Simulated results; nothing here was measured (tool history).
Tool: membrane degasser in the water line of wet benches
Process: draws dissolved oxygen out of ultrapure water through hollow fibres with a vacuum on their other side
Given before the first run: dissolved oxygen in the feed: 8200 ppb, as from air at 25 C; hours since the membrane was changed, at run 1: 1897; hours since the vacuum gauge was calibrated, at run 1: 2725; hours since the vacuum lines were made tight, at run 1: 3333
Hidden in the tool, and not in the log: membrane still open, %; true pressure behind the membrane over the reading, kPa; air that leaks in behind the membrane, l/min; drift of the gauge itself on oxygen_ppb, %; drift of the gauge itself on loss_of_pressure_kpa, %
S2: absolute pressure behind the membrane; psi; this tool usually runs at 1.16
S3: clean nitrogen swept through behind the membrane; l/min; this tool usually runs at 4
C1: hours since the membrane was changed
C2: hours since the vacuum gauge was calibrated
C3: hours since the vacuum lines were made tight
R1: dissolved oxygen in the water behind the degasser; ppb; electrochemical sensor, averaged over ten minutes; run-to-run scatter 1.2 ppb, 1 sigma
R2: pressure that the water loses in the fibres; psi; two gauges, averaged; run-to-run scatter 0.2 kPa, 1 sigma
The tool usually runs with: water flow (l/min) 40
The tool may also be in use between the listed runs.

Run 1, hour 0: usual settings; C1 1897; C2 2725; C3 3333. Result: R1 113.7 ppb, R2 6.679 psi.
Run 2, hour 110.9: usual settings; C1 2008; C2 2836; C3 3444. Result: R1 113.1 ppb, R2 6.693 psi.
Run 3, hour 204: usual settings; C1 2101; C2 2930; C3 3537. Result: R1 111.4 ppb, R2 6.701 psi.
Run 4, hour 410.6: usual settings; C1 2308; C2 3136; C3 3744. Result: R1 116.6 ppb, R2 6.747 psi.
Run 5, hour 512.1: usual settings; C1 2410; C2 3238; C3 3845. Result: R1 111.9 ppb, R2 6.705 psi.
Run 6, hour 712.3: usual settings; C1 2610; C2 3438; C3 4045. Result: R1 113.6 ppb, R2 6.711 psi.
Run 7, hour 854.8: usual settings; C1 2752; C2 3580; C3 4188. Result: R1 114.5 ppb, R2 6.654 psi.
Run 8, hour 969.8: usual settings; C1 2867; C2 3695; C3 4303. Result: R1 114.4 ppb, R2 6.708 psi.
Run 9, hour 1162.1: usual settings; C1 3060; C2 3888; C3 4495. Result: R1 113.8 ppb, R2 6.714 psi.
Run 10, hour 1280.9: usual settings; C1 3178; C2 4006; C3 4614. Result: R1 113.6 ppb, R2 6.715 psi.
Run 11, hour 1365.4: usual settings; C1 3263; C2 4091; C3 4698. Result: R1 114 ppb, R2 6.705 psi.
Run 12, hour 1455.6: usual settings; C1 3353; C2 4181; C3 4789. Result: R1 113.5 ppb, R2 6.75 psi.
Run 13, hour 1540.7: usual settings; C1 3438; C2 4266; C3 4874. Result: R1 113.8 ppb, R2 6.67 psi.
Run 14, hour 1686.2: usual settings but S3 3.74 l/min; C1 3584; C2 4412; C3 5019. Result: R1 119.6 ppb, R2 6.717 psi.
Run 15, hour 1834.8: usual settings but S3 3.74 l/min; C1 3732; C2 4560; C3 5168. Result: R1 121.3 ppb, R2 6.724 psi.
Run 16, hour 2014.1: usual settings but S3 3.74 l/min; C1 3911; C2 4740; C3 5347. Result: R1 121.3 ppb, R2 6.702 psi.
Run 17, hour 2213.4: usual settings but water flow (l/min) 25, S2 1.165 psi, S3 1.91 l/min; C1 4111; C2 4939; C3 5546. Result: R1 144.9 ppb, R2 4.203 psi.
Run 18, hour 2368.1: usual settings but water flow (l/min) 25, S2 0.921 psi, S3 4.79 l/min; C1 4265; C2 5094; C3 5701. Result: R1 40.5 ppb, R2 4.21 psi.
Run 19, hour 2508.8: usual settings but water flow (l/min) 25, S2 0.921 psi, S3 3.2 l/min; C1 4406; C2 5234; C3 5842. Result: R1 58.5 ppb, R2 4.176 psi.
Run 20, hour 2592.7: usual settings but water flow (l/min) 58, S2 2.345 psi; C1 4490; C2 5318; C3 5926. Result: R1 421.2 ppb, R2 9.673 psi.
Run 21, hour 2769.6: usual settings but water flow (l/min) 32, S2 0.947 psi, S3 1.86 l/min; C1 4667; C2 5495; C3 6103. Result: R1 131.5 ppb, R2 5.382 psi.

The next listed run, before its measurement:
Run 22, hour 2976.5: usual settings but water flow (l/min) 54; C1 4874; C2 5702; C3 6310. Result: R1 ?, R2 ?.

R1: 154.4 ppb
R2: 9.004 psi
Were there no unlogged condition in the tool, this run, its random variation unchanged, would have produced R1 154 ppb, R2 8.997 psi.
